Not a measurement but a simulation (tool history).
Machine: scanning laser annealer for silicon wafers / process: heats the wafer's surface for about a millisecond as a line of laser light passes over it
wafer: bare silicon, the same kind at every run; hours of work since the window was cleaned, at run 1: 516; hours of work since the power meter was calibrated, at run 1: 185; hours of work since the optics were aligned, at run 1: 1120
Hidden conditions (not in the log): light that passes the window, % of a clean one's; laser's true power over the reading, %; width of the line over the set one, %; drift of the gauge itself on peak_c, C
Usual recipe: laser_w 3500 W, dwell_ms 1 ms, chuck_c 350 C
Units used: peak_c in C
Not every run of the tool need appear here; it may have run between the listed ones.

run,hour,laser_w,dwell_ms,chuck_c,hours of work since the window was cleaned,hours of work since the power meter was calibrated,hours of work since the optics were aligned,peak_c
1,0,3500,1,350,516,185,1120,1067
2,7.2,2980,1,350,521,190,1125,930
3,14.5,2980,1,350,526,195,1130,929
4,23.1,2980,1,350,532,201,1135,930
5,30.2,3500,1,350,537,206,1140,1064
6,39.7,3500,1,350,543,212,1147,1065
7,48.8,3500,1,350,549,219,1153,1066
8,54.3,3500,1,333,553,222,1157,1048
9,65.4,3500,1,333,561,230,1164,1047
10,71.4,3500,1,333,565,234,1169,1047
11,80.8,3500,1,333,571,241,1175,1047
12,91.2,3500,1,315,579,248,1182,1029
13,98.4,3500,1,350,584,253,1187,1064
14,104,3500,1,352,587,257,1191,1066
15,111.7,3500,1,350,593,262,1196,1066
16,117,3126,0.88,334,596,266,1200,914
17,125.1,3501,1.11,324,602,271,1205,1074
18,134.9,3476,1,348,609,278,1212,1055
19,142,3758,1.16,330,613,283,1217,1168
20,147.6,3758,1.16,330,617,287,1221,1169
21,158.4,3500,0.9,350,625,294,1228,1028
22,167.7,3012,1,356,631,300,1235,941
23,178.7,3175,1.13,350,639,308,1242,1014
24,189.1,3622,0.94,360,646,315,1249,1082
25,195.8,3622,0.94,360,650,320,1254,1084
26,204.8,3500,1,335,657,326,1260,1046
27,209.8,3770,0.93,344,660,329,1264,1103
28,218.5,3770,0.93,344,666,335,1269,1102
29,223.6,3770,0.93,375,669,339,1273,1132
30,233.3,3830,0.74,354,676,345,1280,1051

Predict each of these 5 candidate next runs independently; none follows another, all start after run 30:
A,238,3003,0.74,354,679,348,1283,?
B,238,3500,0.8,350,679,348,1283,?
C,238,3392,0.74,321,679,348,1283,?
D,238,3404,0.74,368,679,348,1283,?
E,238,3693,0.74,389,679,348,1283,?

run,peak_c
A,861
B,993
C,915
D,965
E,1053
Stripped of hidden state, with their random variation kept, the same runs would have yielded:
run,peak_c
A,879
B,1016
C,936
D,986
E,1077
